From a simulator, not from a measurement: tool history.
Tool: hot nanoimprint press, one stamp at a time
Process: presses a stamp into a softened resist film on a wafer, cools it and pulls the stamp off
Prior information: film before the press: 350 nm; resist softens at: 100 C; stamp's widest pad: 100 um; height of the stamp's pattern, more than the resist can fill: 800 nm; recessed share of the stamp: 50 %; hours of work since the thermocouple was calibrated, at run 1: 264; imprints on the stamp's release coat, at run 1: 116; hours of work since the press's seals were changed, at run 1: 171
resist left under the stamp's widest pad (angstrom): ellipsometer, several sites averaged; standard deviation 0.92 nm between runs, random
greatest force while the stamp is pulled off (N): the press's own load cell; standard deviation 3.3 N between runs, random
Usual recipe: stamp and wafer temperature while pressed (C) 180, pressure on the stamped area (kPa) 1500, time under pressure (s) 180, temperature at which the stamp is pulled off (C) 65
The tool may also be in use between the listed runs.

run,hour,stamp and wafer temperature while pressed (C),pressure on the stamped area (kPa),time under pressure (s),temperature at which the stamp is pulled off (C),hours of work since the thermocouple was calibrated,imprints on the stamp's release coat,hours of work since the press's seals were changed,resist left under the stamp's widest pad (angstrom),greatest force while the stamp is pulled off (N)
1,0.0,180,1500,180,65,264,116,171,1329,164
2,9.7,180,1500,180,65,270,135,176,1318,168
3,19.2,180,1500,180,65,275,154,182,1308,163
4,26.6,180,1500,180,65,279,169,186,1329,165
5,37.6,180,1500,180,65,285,191,191,1331,168
6,48.4,180,1500,180,65,290,213,197,1318,169
7,55.2,180,1500,180,65,294,227,201,1330,175
8,65.9,180,1710,180,65,300,248,207,1234,167
9,73.8,168,1240,236,68,304,264,211,2200,153
# hour 77.9: plate thermocouple calibrated
10,85.7,180,1070,180,65,4,282,216,1615,177
11,90.9,180,1070,180,65,7,292,219,1647,179
12,100.1,180,1070,180,65,12,311,224,1620,170
13,110.6,185,1260,180,60,18,332,229,1214,195
14,115.8,185,1260,180,60,20,343,232,1228,196
15,124.9,169,1260,180,51,25,361,237,2269,229

Hidden state or all else? Some run-to-run changes of resist left under the stamp's widest pad (angstrom), split into what the settings, what came in and random variation would give without the hidden state, and what is left for the hidden state (with any gauge scatter that isn't in both results):
Hidden state present: true temperature over the reading, C; pressure that arrives at the usual setting, %; grip of the stamp's worn release coat, % over a new coat's; drift of the gauge itself on residual_nm, %; drift of the gauge itself on pull_off_n, %.
Run 14 -> 15: stamp and wafer temperature while pressed (C) 185 -> 169, temperature at which the stamp is pulled off (C) 60 -> 51. resist left under the stamp's widest pad (angstrom) +1041: hidden state +26, all else +1015.
